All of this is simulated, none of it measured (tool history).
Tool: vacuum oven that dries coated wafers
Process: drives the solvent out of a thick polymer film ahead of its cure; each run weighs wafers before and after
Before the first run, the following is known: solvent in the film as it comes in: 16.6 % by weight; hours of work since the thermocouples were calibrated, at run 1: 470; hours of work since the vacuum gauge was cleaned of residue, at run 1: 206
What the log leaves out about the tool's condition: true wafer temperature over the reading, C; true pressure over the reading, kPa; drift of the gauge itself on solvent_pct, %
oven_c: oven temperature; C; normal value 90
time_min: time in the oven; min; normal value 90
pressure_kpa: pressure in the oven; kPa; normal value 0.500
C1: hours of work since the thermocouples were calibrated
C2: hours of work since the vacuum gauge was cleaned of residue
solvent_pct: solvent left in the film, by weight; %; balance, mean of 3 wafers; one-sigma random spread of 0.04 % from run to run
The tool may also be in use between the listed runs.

run 1 hour=0.0 | oven_c=90 time_min=90 pressure_kpa=0.500 | C1=470 C2=206 | solvent_pct=2.17
run 2 hour=18.7 | oven_c=90 time_min=60 pressure_kpa=0.500 | C1=479 C2=215 | solvent_pct=3.69
run 3 hour=38.4 | oven_c=90 time_min=60 pressure_kpa=0.500 | C1=489 C2=225 | solvent_pct=3.71
run 4 hour=55.2 | oven_c=90 time_min=90 pressure_kpa=0.641 | C1=498 C2=234 | solvent_pct=2.33
run 5 hour=86.8 | oven_c=90 time_min=90 pressure_kpa=0.641 | C1=514 C2=250 | solvent_pct=2.34
run 6 hour=113.2 | oven_c=90 time_min=90 pressure_kpa=0.641 | C1=527 C2=263 | solvent_pct=2.31
run 7 hour=145.8 | oven_c=90 time_min=90 pressure_kpa=0.641 | C1=544 C2=280 | solvent_pct=2.29
run 8 hour=170.6 | oven_c=90 time_min=90 pressure_kpa=0.486 | C1=557 C2=293 | solvent_pct=2.22
run 9 hour=191.7 | oven_c=90 time_min=90 pressure_kpa=0.500 | C1=568 C2=304 | solvent_pct=2.21
run 10 hour=219.0 | oven_c=76 time_min=141 pressure_kpa=0.306 | C1=582 C2=318 | solvent_pct=4.44
run 11 hour=239.1 | oven_c=81 time_min=73 pressure_kpa=0.301 | C1=592 C2=328 | solvent_pct=5.69
run 12 hour=267.6 | oven_c=100 time_min=80 pressure_kpa=0.576 | C1=606 C2=342 | solvent_pct=0.87
run 13 hour=297.9 | oven_c=101 time_min=108 pressure_kpa=0.576 | C1=622 C2=358 | solvent_pct=0.60
run 14 hour=329.9 | oven_c=101 time_min=108 pressure_kpa=0.576 | C1=638 C2=374 | solvent_pct=0.63
run 15 hour=362.9 | oven_c=101 time_min=108 pressure_kpa=0.576 | C1=655 C2=391 | solvent_pct=0.62
run 16 hour=390.6 | oven_c=101 time_min=108 pressure_kpa=0.576 | C1=669 C2=405 | solvent_pct=0.65
run 17 hour=411.8 | oven_c=101 time_min=108 pressure_kpa=0.576 | C1=680 C2=416 | solvent_pct=0.61
run 18 hour=429.8 | oven_c=99 time_min=66 pressure_kpa=1.726 | C1=689 C2=425 | solvent_pct=2.21

For each run, the measured value with the value that run would have given without the tool's hidden condition subtracted. The run-to-run variation is shared by both, the gauge scatter possibly not:
run=1 solvent_pct=+0.25
run=2 solvent_pct=+0.30
run=3 solvent_pct=+0.30
run=4 solvent_pct=+0.27
run=5 solvent_pct=+0.28
run=6 solvent_pct=+0.29
run=7 solvent_pct=+0.29
run=8 solvent_pct=+0.31
run=9 solvent_pct=+0.32
run=10 solvent_pct=+0.48
run=11 solvent_pct=+0.44
run=12 solvent_pct=+0.19
run=13 solvent_pct=+0.15
run=14 solvent_pct=+0.15
run=15 solvent_pct=+0.16
run=16 solvent_pct=+0.16
run=17 solvent_pct=+0.17
run=18 solvent_pct=+0.30

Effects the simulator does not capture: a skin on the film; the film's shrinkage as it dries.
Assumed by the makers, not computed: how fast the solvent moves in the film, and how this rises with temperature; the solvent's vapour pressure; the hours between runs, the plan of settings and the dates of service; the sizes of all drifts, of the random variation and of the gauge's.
